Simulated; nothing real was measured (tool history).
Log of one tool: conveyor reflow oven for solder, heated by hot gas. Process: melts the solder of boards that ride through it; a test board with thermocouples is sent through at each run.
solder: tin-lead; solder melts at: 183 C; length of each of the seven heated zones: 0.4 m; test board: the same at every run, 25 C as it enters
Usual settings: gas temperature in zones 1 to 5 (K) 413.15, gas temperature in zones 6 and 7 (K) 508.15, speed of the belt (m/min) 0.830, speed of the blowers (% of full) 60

run	hour	gas temperature in zones 1 to 5 (K)	gas temperature in zones 6 and 7 (K)	speed of the belt (m/min)	speed of the blowers (% of full)	highest temperature of the board (K)	time above the solder's melting point (s)
1	0.0	413.15	508.15	0.830	60	489.73	43.26
2	13.5	413.15	508.15	0.830	60	489.72	43.19
3	19.6	413.15	511.15	0.830	60	492.32	44.79
4	34.3	413.15	511.15	0.830	60	492.18	44.69
5	40.5	413.15	511.15	0.830	60	492.24	44.65
6	51.2	413.15	511.15	0.762	60	495.25	50.81
7	58.9	413.15	511.15	0.762	60	495.15	50.86
8	70.5	413.15	508.15	0.821	60	489.85	43.87
9	84.5	413.15	508.15	0.753	60	492.89	50.05
10	99.0	413.15	508.15	0.753	60	492.56	50.05
11	105.7	413.15	508.15	0.753	60	492.92	50.03
12	116.1	413.15	504.15	0.753	60	489.30	47.88
13	127.1	413.15	504.15	0.753	60	489.04	47.87
14	133.3	413.15	504.15	0.753	60	489.08	47.77
15	140.5	413.15	504.15	0.753	60	489.22	47.83
16	155.0	413.15	497.15	0.830	77	483.34	39.68
17	164.3	399.15	507.15	0.970	77	483.70	30.10

Forecast run 18:
18	170.9	399.15	507.15	0.970	77	?	?

{"run 18": {"highest temperature of the board (K)": 483.84, "time above the solder's melting point (s)": 30.15}}
Without the tool's hidden state the same run would have given highest temperature of the board (K) 484.99, time above the solder's melting point (s) 31.03.
